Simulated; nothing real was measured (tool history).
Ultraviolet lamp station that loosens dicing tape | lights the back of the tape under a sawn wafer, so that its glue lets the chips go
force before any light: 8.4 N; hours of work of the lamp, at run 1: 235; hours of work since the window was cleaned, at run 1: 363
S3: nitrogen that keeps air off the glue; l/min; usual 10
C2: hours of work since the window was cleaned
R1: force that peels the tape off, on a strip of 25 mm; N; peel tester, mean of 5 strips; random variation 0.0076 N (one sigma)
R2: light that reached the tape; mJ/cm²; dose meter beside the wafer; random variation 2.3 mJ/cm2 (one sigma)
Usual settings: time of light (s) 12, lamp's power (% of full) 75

run 1 hour=0.0 | time_of_light_(s)=12 lamp's_power_(%_of_full)=75 S3=10 | hours_of_work_of_the_lamp=235 C2=363 | R1=0.337 R2=217
run 2 hour=5.5 | time_of_light_(s)=12 lamp's_power_(%_of_full)=75 S3=10 | hours_of_work_of_the_lamp=239 C2=367 | R1=0.338 R2=218
run 3 hour=11.9 | time_of_light_(s)=12 lamp's_power_(%_of_full)=75 S3=10 | hours_of_work_of_the_lamp=244 C2=372 | R1=0.332 R2=219
run 4 hour=19.0 | time_of_light_(s)=12 lamp's_power_(%_of_full)=75 S3=10 | hours_of_work_of_the_lamp=250 C2=378 | R1=0.337 R2=219
run 5 hour=27.5 | time_of_light_(s)=12 lamp's_power_(%_of_full)=78 S3=10 | hours_of_work_of_the_lamp=257 C2=385 | R1=0.305 R2=228
run 6 hour=34.0 | time_of_light_(s)=12 lamp's_power_(%_of_full)=78 S3=10 | hours_of_work_of_the_lamp=262 C2=390 | R1=0.329 R2=226
run 7 hour=40.3 | time_of_light_(s)=12 lamp's_power_(%_of_full)=78 S3=10 | hours_of_work_of_the_lamp=267 C2=395 | R1=0.316 R2=233
run 8 hour=49.3 | time_of_light_(s)=12 lamp's_power_(%_of_full)=78 S3=10 | hours_of_work_of_the_lamp=274 C2=402 | R1=0.318 R2=229
run 9 hour=55.9 | time_of_light_(s)=12 lamp's_power_(%_of_full)=75 S3=10 | hours_of_work_of_the_lamp=279 C2=407 | R1=0.342 R2=219
run 10 hour=62.7 | time_of_light_(s)=12 lamp's_power_(%_of_full)=75 S3=10 | hours_of_work_of_the_lamp=285 C2=413 | R1=0.337 R2=217
-- hour=63.9 window cleaned of glue's vapour
run 11 hour=69.6 | time_of_light_(s)=19 lamp's_power_(%_of_full)=91 S3=12 | hours_of_work_of_the_lamp=290 C2=4 | R1=0.186 R2=411
run 12 hour=76.1 | time_of_light_(s)=19 lamp's_power_(%_of_full)=91 S3=12 | hours_of_work_of_the_lamp=295 C2=10 | R1=0.187 R2=410
run 13 hour=82.1 | time_of_light_(s)=20 lamp's_power_(%_of_full)=73 S3=4 | hours_of_work_of_the_lamp=300 C2=14 | R1=0.298 R2=348
run 14 hour=88.1 | time_of_light_(s)=20 lamp's_power_(%_of_full)=73 S3=4 | hours_of_work_of_the_lamp=305 C2=19 | R1=0.298 R2=347
run 15 hour=93.5 | time_of_light_(s)=20 lamp's_power_(%_of_full)=73 S3=4 | hours_of_work_of_the_lamp=309 C2=23 | R1=0.293 R2=347
-- hour=94.4 window cleaned of glue's vapour, once more
run 16 hour=102.2 | time_of_light_(s)=20 lamp's_power_(%_of_full)=73 S3=4 | hours_of_work_of_the_lamp=315 C2=6 | R1=0.262 R2=361
run 17 hour=107.3 | time_of_light_(s)=17 lamp's_power_(%_of_full)=81 S3=4 | hours_of_work_of_the_lamp=319 C2=10 | R1=0.309 R2=340

Some steps in R1 between neighbouring runs. How much of each would the tool show without its hidden state too (settings, what came in, random variation), and how much is left for the hidden state, with any gauge scatter that isn't in both results?
The hidden state here: lamp's light, % of a new lamp's; light that the window lets through, % of a clean one's; drift of the gauge itself on peel_n, %; drift of the gauge itself on dose_mj_cm2, %.
Run 10 -> 11: time of light (s) 12 -> 19, lamp's power (% of full) 75 -> 91, S3 10 -> 12, window cleaned of glue's vapour. R1 -0.151 N: hidden state -0.052, all else -0.099.

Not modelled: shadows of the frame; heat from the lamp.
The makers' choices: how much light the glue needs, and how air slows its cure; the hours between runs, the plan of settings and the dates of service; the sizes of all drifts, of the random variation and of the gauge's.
